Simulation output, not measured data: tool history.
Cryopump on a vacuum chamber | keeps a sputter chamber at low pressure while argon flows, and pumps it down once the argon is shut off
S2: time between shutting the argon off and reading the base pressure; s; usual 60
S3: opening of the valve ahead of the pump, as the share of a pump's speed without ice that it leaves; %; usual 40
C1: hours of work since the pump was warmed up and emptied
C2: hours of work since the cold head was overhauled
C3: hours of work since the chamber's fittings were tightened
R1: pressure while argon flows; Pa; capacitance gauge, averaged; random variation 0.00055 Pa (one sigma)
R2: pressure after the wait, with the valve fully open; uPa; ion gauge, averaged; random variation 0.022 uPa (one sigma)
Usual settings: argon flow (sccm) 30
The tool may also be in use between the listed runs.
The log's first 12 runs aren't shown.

run 13 hour=996.9 | argon_flow_(sccm)=30 S2=60 S3=40 | C1=240 C2=2026 C3=671 | R1=0.0611 R2=1.30
run 14 hour=1097.8 | argon_flow_(sccm)=30 S2=60 S3=40 | C1=314 C2=2101 C3=746 | R1=0.0618 R2=1.41
run 15 hour=1213.3 | argon_flow_(sccm)=30 S2=60 S3=40 | C1=400 C2=2186 C3=832 | R1=0.0636 R2=1.54
run 16 hour=1279.4 | argon_flow_(sccm)=30 S2=60 S3=40 | C1=449 C2=2235 C3=881 | R1=0.0624 R2=1.59
run 17 hour=1349.7 | argon_flow_(sccm)=30 S2=60 S3=40 | C1=501 C2=2287 C3=933 | R1=0.0642 R2=1.66
run 18 hour=1456.3 | argon_flow_(sccm)=30 S2=60 S3=40 | C1=580 C2=2366 C3=1012 | R1=0.0656 R2=1.73
run 19 hour=1559.2 | argon_flow_(sccm)=30 S2=44 S3=42 | C1=656 C2=2442 C3=1088 | R1=0.0630 R2=2.07
run 20 hour=1637.9 | argon_flow_(sccm)=30 S2=22 S3=40 | C1=714 C2=2500 C3=1146 | R1=0.0664 R2=2.82
run 21 hour=1690.7 | argon_flow_(sccm)=30 S2=22 S3=40 | C1=753 C2=2539 C3=1185 | R1=0.0666 R2=2.78
run 22 hour=1800.0 | argon_flow_(sccm)=26 S2=128 S3=48 | C1=834 C2=2620 C3=1266 | R1=0.0510 R2=1.91
run 23 hour=1850.8 | argon_flow_(sccm)=15 S2=135 S3=48 | C1=872 C2=2658 C3=1304 | R1=0.0292 R2=2.00
-- hour=1863.6 pump warmed up, emptied and cooled again
run 24 hour=1956.9 | argon_flow_(sccm)=60 S2=44 S3=40 | C1=69 C2=2733 C3=1378 | R1=0.1211 R2=2.10
run 25 hour=2053.0 | argon_flow_(sccm)=23 S2=173 S3=44 | C1=140 C2=2804 C3=1450 | R1=0.0424 R2=1.76
run 26 hour=2125.5 | argon_flow_(sccm)=14 S2=182 S3=56 | C1=194 C2=2858 C3=1503 | R1=0.0211 R2=1.74
run 27 hour=2206.5 | argon_flow_(sccm)=14 S2=182 S3=56 | C1=254 C2=2918 C3=1563 | R1=0.0219 R2=1.80
-- hour=2217.9 leaking fittings of the chamber tightened, without venting
run 28 hour=2280.0 | argon_flow_(sccm)=14 S2=182 S3=56 | C1=307 C2=2971 C3=46 | R1=0.0211 R2=0.36
run 29 hour=2349.7 | argon_flow_(sccm)=14 S2=182 S3=56 | C1=358 C2=3022 C3=98 | R1=0.0221 R2=0.40
run 30 hour=2451.3 | argon_flow_(sccm)=14 S2=182 S3=56 | C1=434 C2=3097 C3=173 | R1=0.0220 R2=0.55
run 31 hour=2559.2 | argon_flow_(sccm)=15 S2=43 S3=55 | C1=513 C2=3177 C3=253 | R1=0.0243 R2=1.14
run 32 hour=2614.6 | argon_flow_(sccm)=15 S2=116 S3=55 | C1=554 C2=3218 C3=294 | R1=0.0252 R2=0.78
run 33 hour=2726.5 | argon_flow_(sccm)=30 S2=287 S3=56 | C1=637 C2=3301 C3=376 | R1=0.0488 R2=0.68

4 ways to go on from here, each from the tool as it stands after run 33. What would each give?
run A hour=2779.4 | argon_flow_(sccm)=30 S2=171 S3=56 | C1=676 C2=3340 C3=416 | R1=? R2=?
run B hour=2779.4 | argon_flow_(sccm)=34 S2=287 S3=23 | C1=676 C2=3340 C3=416 | R1=? R2=?
run C hour=2779.4 | argon_flow_(sccm)=15 S2=25 S3=19 | C1=676 C2=3340 C3=416 | R1=? R2=?
run D hour=2779.4 | argon_flow_(sccm)=30 S2=48 S3=40 | C1=676 C2=3340 C3=416 | R1=? R2=?

run=A R1=0.0492 R2=0.82
run=B R1=0.1240 R2=0.75
run=C R1=0.0659 R2=1.85
run=D R1=0.0670 R2=1.25
Without the tool's hidden state the same runs would have given:
run=A R1=0.0421 R2=0.31
run=B R1=0.1160 R2=0.23
run=C R1=0.0623 R2=1.34
run=D R1=0.0598 R2=0.74
